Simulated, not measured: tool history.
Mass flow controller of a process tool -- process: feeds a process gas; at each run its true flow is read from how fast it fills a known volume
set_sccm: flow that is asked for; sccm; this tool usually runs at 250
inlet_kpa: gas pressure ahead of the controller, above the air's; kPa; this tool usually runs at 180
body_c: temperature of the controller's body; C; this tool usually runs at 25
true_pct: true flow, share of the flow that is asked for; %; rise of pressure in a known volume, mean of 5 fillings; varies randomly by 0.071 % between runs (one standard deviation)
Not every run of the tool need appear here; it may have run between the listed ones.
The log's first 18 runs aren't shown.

| run | hour | set_sccm | inlet_kpa | body_c | hours of work since the controller was set to zero | hours of work since the controller was changed | true_pct |
|---|---|---|---|---|---|---|---|
| 19 | 3438.1 | 122 | 175 | 25 | 5070 | 5070 | 102.54 |
| 20 | 3573.3 | 250 | 225 | 29 | 5173 | 5173 | 101.86 |
| 21 | 3815 | 58 | 225 | 28 | 5355 | 5355 | 104.16 |
| 22 | 4033.1 | 483 | 225 | 28 | 5520 | 5520 | 102.07 |
| 23 | 4278.9 | 251 | 242 | 22 | 5706 | 5706 | 103.01 |
| 24 | 4438 | 251 | 242 | 22 | 5827 | 5827 | 103.07 |
| 25 | 4605.4 | 152 | 219 | 34 | 5953 | 5953 | 102.02 |
| 26 | 4861.8 | 250 | 180 | 33 | 6147 | 6147 | 101.54 |
|  | 4928.4 | controller's zero set anew |
| 27 | 5095.6 | 250 | 180 | 33 | 126 | 6324 | 101.02 |
| 28 | 5301.5 | 68 | 151 | 29 | 282 | 6479 | 101.71 |
| 29 | 5423.5 | 327 | 204 | 34 | 374 | 6572 | 101.32 |
| 30 | 5617.1 | 193 | 161 | 32 | 521 | 6718 | 101.05 |

Consider 4 possible next runs. They are alternatives, not a sequence: every one starts from the tool as it was left by run 30. What does each give?
| A | 5902.3 | 193 | 161 | 21 | 737 | 6934 | ? |
| B | 5902.3 | 139 | 161 | 32 | 737 | 6934 | ? |
| C | 5902.3 | 482 | 220 | 31 | 737 | 6934 | ? |
| D | 5902.3 | 201 | 266 | 25 | 737 | 6934 | ? |

| run | true_pct |
|---|---|
| A | 102.59 |
| B | 101.3 |
| C | 101.75 |
| D | 102.76 |
What these runs would have given with no unlogged condition in the tool:
| run | true_pct |
|---|---|
| A | 99.95 |
| B | 98.57 |
| C | 99.26 |
| D | 100.14 |
